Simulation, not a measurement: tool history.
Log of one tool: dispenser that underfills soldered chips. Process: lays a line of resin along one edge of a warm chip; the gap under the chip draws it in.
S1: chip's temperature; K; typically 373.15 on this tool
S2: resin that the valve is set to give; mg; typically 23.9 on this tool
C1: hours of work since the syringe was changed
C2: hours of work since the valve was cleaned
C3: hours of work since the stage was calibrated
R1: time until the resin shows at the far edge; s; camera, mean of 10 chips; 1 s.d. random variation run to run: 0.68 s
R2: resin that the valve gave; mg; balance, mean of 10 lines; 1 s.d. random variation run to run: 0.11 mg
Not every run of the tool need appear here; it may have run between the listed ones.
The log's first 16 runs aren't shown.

run,hour,S1,S2,C1,C2,C3,R1,R2
# hour 174.4: new syringe of resin
# hour 183.9: new syringe of resin
17,185.1,373.15,23.9,1,36,406,65.3,22.98
18,191.9,371.15,29.4,6,41,411,79.8,28.46
# hour 193.1: new syringe of resin
19,201.3,363.15,23.9,6,47,417,106.9,22.9
# hour 203: new syringe of resin
# hour 212.1: new syringe of resin
20,216.3,384.15,25.8,3,58,427,49.7,24.36
# hour 221: new syringe of resin
21,224.4,365.15,21.4,2,63,433,91.4,20.21
# hour 230.7: new syringe of resin
22,233.5,367.15,27,2,69,439,80.5,25.43
# hour 240.7: new syringe of resin
23,247.3,367.15,27,5,79,449,89.9,25.12
# hour 249.6: new syringe of resin
# hour 258.5: new syringe of resin
24,261.7,367.15,27,2,88,458,82.2,24.74
# hour 267.8: new syringe of resin
25,269.6,367.15,27,1,94,464,81.3,24.77
# hour 276.8: new syringe of resin
26,281.7,367.15,23.1,3,102,472,89.5,20.77
# hour 286.6: new syringe of resin
27,293.1,362.15,22.3,5,110,480,110.7,20.15
# hour 296.6: new syringe of resin
28,304.5,362.15,22.3,6,118,488,115.8,19.93
# hour 305.6: new syringe of resin
# hour 314.7: new syringe of resin
29,317.5,364.15,28.2,2,126,496,90.3,24.99
# hour 324.6: new syringe of resin
30,330,375.15,25.3,4,135,505,71.1,22.23
# hour 334.4: new syringe of resin
# hour 339.7: dispensing valve cleaned and set on the balance
31,341.5,381.15,25,4,1,512,58.2,25.04
# hour 345: new syringe of resin
32,351.5,364.15,20.3,5,8,519,102.6,20.01
# hour 354.5: new syringe of resin
# hour 364.2: new syringe of resin
33,366.6,366.15,30.6,2,18,529,83.7,29.84

4 ways to go on from here, each from the tool as it stands after run 33. What would each give?
# hour 373.4: new syringe of resin
A,375,384.15,26,1,24,535,?,?
# hour 373.4: new syringe of resin
B,375,384.15,20.3,1,24,535,?,?
# hour 373.4: new syringe of resin
C,375,379.15,24.8,1,24,535,?,?
# hour 373.4: new syringe of resin
D,375,373.15,21.6,1,24,535,?,?

run,R1,R2
A,49.2,25.34
B,51.6,19.8
C,56.8,24.33
D,70.4,21.11
Without the tool's unlogged condition, the same runs would have read:
run,R1,R2
A,43.8,25.95
B,45.6,20.28
C,50.4,24.91
D,62.1,21.62
